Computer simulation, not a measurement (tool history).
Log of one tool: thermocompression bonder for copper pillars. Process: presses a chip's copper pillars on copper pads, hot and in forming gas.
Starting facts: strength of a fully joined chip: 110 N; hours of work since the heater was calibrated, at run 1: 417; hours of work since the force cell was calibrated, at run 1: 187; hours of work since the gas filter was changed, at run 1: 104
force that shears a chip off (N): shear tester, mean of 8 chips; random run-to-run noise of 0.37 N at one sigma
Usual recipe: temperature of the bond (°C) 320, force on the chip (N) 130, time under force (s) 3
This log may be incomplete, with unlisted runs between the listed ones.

run    day  temperature of the bond (°C)  force on the chip (N)  time under force (s)  hours of work since the heater was calibrated  hours of work since the force cell was calibrated  hours of work since the gas filter was changed  force that shears a chip off (N)
  1  0.000                           320                    130                     3                                            417                                                187                                             104                              64.5
  2  0.279                           320                    130                     3                                            421                                                190                                             108                              64.2
  3  0.479                           320                    130                     3                                            423                                                193                                             110                              64.8
  4  0.804                           320                    165                     3                                            427                                                196                                             114                              76.6
  5  1.046                           320                    130                     3                                            430                                                199                                             117                              64.4
  6  1.392                           347                    130                     3                                            434                                                204                                             121                              81.3
  7  1.746                           320                    130                     3                                            438                                                208                                             125                              64.3
  8  1.988                           320                     92                     3                                            441                                                211                                             128                              47.9
  9  2.317                           342                    130                     3                                            445                                                215                                             132                              78.1
 10  2.554                           327                    130                     3                                            448                                                218                                             135                              69.0
 11  2.850                           327                    130                     3                                            452                                                221                                             139                              69.5
 12  3.125                           327                    130                     3                                            455                                                224                                             142                              69.7
 13  3.479                           327                    130                     3                                            459                                                229                                             146                              69.6
 14  3.650                           327                    130                     3                                            461                                                231                                             148                              68.7
 15  3.871                           350                     84                     2                                            464                                                234                                             151                              53.8
 16  4.142                           350                    119                     2                                            467                                                237                                             154                              71.4
 17  4.475                           320                    131                     4                                            471                                                241                                             158                              70.4
 18  4.708                           344                    192                     2                                            474                                                244                                             161                              89.5
 19  4.950                           325                    143                     2                                            477                                                247                                             164                              64.4
 20  5.196                           332                     98                     6                                            480                                                250                                             167                              71.4
 21  5.567                           332                     98                     6                                            484                                                254                                             171                              72.0
 22  5.817                           317                     97                     7                                            487                                                257                                             174                              64.1
 23  6.050                           303                     82                     3                                            490                                                260                                             177                              33.9

What if the next run were any one of these 5? Each begins from the tool's condition after run 23:
  A  6.342                           322                    130                     5                                            494                                                263                                             181                                 ?
  B  6.342                           292                     82                     3                                            494                                                263                                             181                                 ?
  C  6.342                           330                     82                     3                                            494                                                263                                             181                                 ?
  D  6.342                           303                    168                     8                                            494                                                263                                             181                                 ?
  E  6.342                           320                     86                     4                                            494                                                263                                             181                                 ?

run  force that shears a chip off (N)
  A                              76.0
  B                              28.7
  C                              49.1
  D                              83.8
  E                              50.0
The same runs, with their run-to-run variation unchanged, on a tool lacking any hidden condition would have given:
run  force that shears a chip off (N)
  A                              76.6
  B                              28.6
  C                              49.1
  D                              84.8
  E                              50.0
